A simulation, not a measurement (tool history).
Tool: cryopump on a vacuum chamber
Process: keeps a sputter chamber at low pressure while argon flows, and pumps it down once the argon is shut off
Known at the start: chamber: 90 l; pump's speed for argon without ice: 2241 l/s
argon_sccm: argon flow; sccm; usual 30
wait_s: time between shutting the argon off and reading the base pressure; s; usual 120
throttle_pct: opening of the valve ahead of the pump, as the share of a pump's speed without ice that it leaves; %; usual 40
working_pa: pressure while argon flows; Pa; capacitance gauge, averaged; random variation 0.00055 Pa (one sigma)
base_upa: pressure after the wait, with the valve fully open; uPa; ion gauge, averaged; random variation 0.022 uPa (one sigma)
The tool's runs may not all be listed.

run,hour,argon_sccm,wait_s,throttle_pct,working_pa,base_upa
1,0,30,120,40,0.0578,1.03
2,41.1,17,120,40,0.032,1.05
3,91.5,30,120,40,0.0578,0.99
4,117,30,120,40,0.0593,1.06
5,164.2,30,120,40,0.059,1.05
6,210.3,30,120,40,0.059,1.09
7,232.1,30,120,40,0.0587,1.09
8,274,30,120,40,0.0597,1.14
9,326.6,30,120,40,0.0599,1.17
10,377.9,30,120,40,0.0602,1.16
11,424.7,30,120,40,0.0605,1.25
12,469.9,30,120,40,0.061,1.26
13,521.1,30,120,40,0.0629,1.27
14,560,22,67,33,0.0558,1.6
15,610.7,22,67,33,0.055,1.58
16,647,30,41,37,0.0689,2.15
17,697.9,53,50,28,0.158,1.9
18,737.9,19,22,23,0.0674,3.14
19,789.1,37,99,19,0.1612,1.5
20,811.5,40,99,19,0.1721,1.52
21,854.6,30,34,40,0.068,2.54
# hour 873.8: pump warmed up, emptied and cooled again
22,887.3,21,93,20,0.0798,1.23
23,909.7,31,65,20,0.119,1.51
24,954.9,59,120,17,0.2633,1.15
25,979.7,22,185,44,0.038,1.05
26,1025.3,22,67,23,0.0742,1.44

Some steps in working_pa between neighbouring runs. How much of each would the tool show without its hidden state too (settings, what came in, random variation), and how much is left for the hidden state, with any gauge scatter that isn't in both results?
The hidden state here: pump's speed, % of a pump's without ice; cold plate's temperature, K; leak into the chamber, uPa l/s; drift of the gauge itself on working_pa, %; drift of the gauge itself on base_upa, %.
Run 17 -> 18: argon_sccm 53 -> 19, wait_s 50 -> 22, throttle_pct 28 -> 23. working_pa -0.0906 Pa: hidden state -0.0092, all else -0.0814.
Run 21 -> 22: argon_sccm 30 -> 21, wait_s 34 -> 93, throttle_pct 40 -> 20, pump warmed up, emptied and cooled again. working_pa +0.0118 Pa: hidden state -0.011, all else +0.0228.
Run 23 -> 24: argon_sccm 31 -> 59, wait_s 65 -> 120, throttle_pct 20 -> 17. working_pa +0.1443 Pa: hidden state +0.0014, all else +0.1429.
Run 24 -> 25: argon_sccm 59 -> 22, wait_s 120 -> 185, throttle_pct 17 -> 44. working_pa -0.2253 Pa: hidden state -0.0011, all else -0.2242.

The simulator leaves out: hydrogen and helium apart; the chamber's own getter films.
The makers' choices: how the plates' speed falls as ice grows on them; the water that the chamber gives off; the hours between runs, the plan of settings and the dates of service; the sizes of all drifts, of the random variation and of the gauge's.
